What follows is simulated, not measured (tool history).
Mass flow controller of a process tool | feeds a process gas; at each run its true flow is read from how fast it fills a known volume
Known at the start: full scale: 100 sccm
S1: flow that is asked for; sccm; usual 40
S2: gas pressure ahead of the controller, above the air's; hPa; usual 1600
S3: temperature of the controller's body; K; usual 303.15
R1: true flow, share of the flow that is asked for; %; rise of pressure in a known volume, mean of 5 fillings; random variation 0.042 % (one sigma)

Run 1, day 0.000: usual settings. Result: R1 101.45 %.
Run 2, day 9.746: usual settings but S2 2750 hPa. Result: R1 101.43 %.
Run 3, day 25.975: usual settings but S2 2750 hPa. Result: R1 101.49 %.
Run 4, day 34.075: usual settings but S2 2750 hPa. Result: R1 101.44 %.
Run 5, day 43.321: usual settings but S1 61 sccm, S2 2750 hPa. Result: R1 101.70 %.
Run 6, day 51.571: usual settings but S1 61 sccm, S2 2750 hPa. Result: R1 101.84 %.
Run 7, day 68.483: usual settings but S1 61 sccm, S2 2750 hPa. Result: R1 101.73 %.
Run 8, day 76.350: usual settings but S1 61 sccm, S2 2750 hPa. Result: R1 101.82 %.
Run 9, day 85.858: usual settings but S1 14 sccm. Result: R1 99.94 %.
Run 10, day 101.488: usual settings but S1 14 sccm. Result: R1 99.83 %.
Run 11, day 111.033: usual settings but S1 14 sccm. Result: R1 99.77 %.
Run 12, day 122.842: usual settings. Result: R1 101.21 %.
Run 13, day 133.396: usual settings. Result: R1 101.17 %.
Run 14, day 150.683: usual settings. Result: R1 101.24 %.
Run 15, day 158.304: usual settings. Result: R1 101.17 %.
Run 16, day 170.554: usual settings. Result: R1 101.16 %.
Run 17, day 178.475: usual settings. Result: R1 101.14 %.
Run 18, day 186.754: usual settings. Result: R1 101.18 %.
Run 19, day 197.571: usual settings but S2 1610 hPa. Result: R1 101.21 %.
Run 20, day 213.067: usual settings but S2 1610 hPa, S3 310.15 K. Result: R1 102.02 %.
Run 21, day 223.033: usual settings but S2 1610 hPa, S3 310.15 K. Result: R1 102.02 %.
Run 22, day 233.633: usual settings but S2 2360 hPa, S3 313.15 K. Result: R1 102.40 %.
Run 23, day 247.788: usual settings but S1 79 sccm, S2 2280 hPa, S3 306.15 K. Result: R1 102.34 %.
Run 24, day 257.092: usual settings but S1 42 sccm, S2 1650 hPa, S3 300.15 K. Result: R1 100.87 %.
Run 25, day 268.383: usual settings but S1 20 sccm, S2 1650 hPa, S3 300.15 K. Result: R1 99.40 %.
Run 26, day 278.304: usual settings but S2 1740 hPa. Result: R1 101.08 %.
Run 27, day 290.025: usual settings but S1 100 sccm, S2 1860 hPa. Result: R1 102.31 %.
Run 28, day 303.617: usual settings but S1 79 sccm, S2 2550 hPa. Result: R1 102.13 %.
At day 308.046: controller exchanged for a calibrated one.
Run 29, day 310.762: usual settings but S1 79 sccm, S2 2270 hPa, S3 298.15 K. Result: R1 99.76 %.
Run 30, day 319.221: usual settings but S2 2660 hPa. Result: R1 100.16 %.
Run 31, day 332.238: usual settings but S2 2660 hPa. Result: R1 100.11 %.
Run 32, day 340.212: usual settings but S2 2660 hPa. Result: R1 100.19 %.
Run 33, day 356.246: usual settings but S1 46 sccm, S2 2730 hPa, S3 293.15 K. Result: R1 99.03 %.
Run 34, day 372.321: usual settings but S1 46 sccm, S2 2730 hPa, S3 293.15 K. Result: R1 99.06 %.
Run 35, day 382.717: usual settings but S2 2660 hPa, S3 312.15 K. Result: R1 101.18 %.
Run 36, day 394.808: usual settings but S2 2660 hPa, S3 312.15 K. Result: R1 101.17 %.
Run 37, day 409.054: usual settings but S1 57 sccm, S2 1610 hPa, S3 311.15 K. Result: R1 101.08 %.
Run 38, day 422.946: usual settings but S1 11 sccm, S2 1610 hPa, S3 297.15 K. Result: R1 97.65 %.
Run 39, day 432.729: usual settings but S1 11 sccm, S2 1610 hPa, S3 297.15 K. Result: R1 97.52 %.
Run 40, day 440.829: usual settings but S1 14 sccm, S2 1570 hPa, S3 306.15 K. Result: R1 98.93 %.
Run 41, day 453.438: usual settings but S1 26 sccm, S2 2320 hPa, S3 296.15 K. Result: R1 98.73 %.
Run 42, day 469.979: usual settings but S1 65 sccm, S2 2400 hPa, S3 295.15 K. Result: R1 99.53 %.

Measured less the same run without the tool's hidden state. The same run-to-run variation is in both; the gauge's scatter may not be:
The hidden state here: flow at rest that the sensor doesn't see, % of full scale; true flow over the shown one, %; drift of the gauge itself on true_pct, %.
run     R1
  1  +1.13
  2  +1.12
  3  +1.11
  4  +1.10
  5  +1.24
  6  +1.25
  7  +1.25
  8  +1.26
  9  -0.10
 10  -0.22
 11  -0.29
 12  +1.01
 13  +1.00
 14  +0.99
 15  +0.99
 16  +0.98
 17  +0.97
 18  +0.97
 19  +0.95
 20  +0.94
 21  +0.94
 22  +0.94
 23  +1.52
 24  +0.98
 25  -0.35
 26  +0.91
 27  +1.70
 28  +1.57
 29  -0.12
 30  -0.19
 31  -0.20
 32  -0.21
 33  -0.19
 34  -0.19
 35  -0.25
 36  -0.26
 37  -0.13
 38  -1.69
 39  -1.81
 40  -1.43
 41  -0.67
 42  -0.05
